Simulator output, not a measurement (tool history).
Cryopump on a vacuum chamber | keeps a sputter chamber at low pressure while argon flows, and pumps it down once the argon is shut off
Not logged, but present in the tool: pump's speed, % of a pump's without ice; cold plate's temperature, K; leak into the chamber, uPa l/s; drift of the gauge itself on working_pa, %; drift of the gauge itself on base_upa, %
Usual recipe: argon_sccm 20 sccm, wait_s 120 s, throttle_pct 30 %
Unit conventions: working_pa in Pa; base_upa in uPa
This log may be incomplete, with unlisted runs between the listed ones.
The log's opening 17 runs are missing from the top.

run,hour,argon_sccm,wait_s,throttle_pct,hours of work since the pump was warmed up and emptied,hours of work since the cold head was overhauled,hours of work since the chamber's fittings were tightened,working_pa,base_upa
18,539.8,10,120,30,505,1110,1190,0.0288,2.22
19,562.6,10,120,30,520,1125,1205,0.0283,2.27
20,597.4,10,120,30,543,1149,1228,0.0294,2.22
21,629.1,9,81,38,564,1170,1249,0.0210,2.66
22,653.4,9,81,38,581,1186,1265,0.0208,2.62
23,680.3,9,81,38,598,1203,1283,0.0210,2.62
# hour 698.0: pump warmed up, emptied and cooled again
24,720.2,9,81,38,15,1226,1306,0.0205,2.41
25,749.3,33,29,28,34,1246,1326,0.0969,3.92
26,769.4,13,299,17,47,1259,1339,0.0633,1.81
27,808.1,8,23,29,73,1285,1365,0.0232,4.52
28,841.1,8,23,29,95,1307,1386,0.0227,4.64
29,879.8,19,234,56,120,1332,1412,0.0289,2.06
# hour 889.9: leaking fittings of the chamber tightened, without venting
30,925.0,28,234,17,149,1361,23,0.1363,0.46
31,945.7,28,234,17,163,1374,37,0.1374,0.48
32,978.4,28,38,23,184,1396,59,0.1017,1.98
33,1017.0,20,131,30,210,1422,84,0.0564,0.76

Here are 5 independent what-if runs from the current tool condition. What would each one return?
A,1046.4,9,23,15,229,1441,104,?,?
B,1046.4,23,120,55,229,1441,104,?,?
C,1046.4,12,120,17,229,1441,104,?,?
D,1046.4,10,164,30,229,1441,104,?,?
E,1046.4,20,33,16,229,1441,104,?,?

run,working_pa,base_upa
A,0.0497,3.13
B,0.0359,0.81
C,0.0589,0.84
D,0.0283,0.72
E,0.1040,2.32
What these runs would have given with no unlogged condition in the tool:
run,working_pa,base_upa
A,0.0491,2.99
B,0.0344,0.67
C,0.0582,0.70
D,0.0276,0.57
E,0.1027,2.19
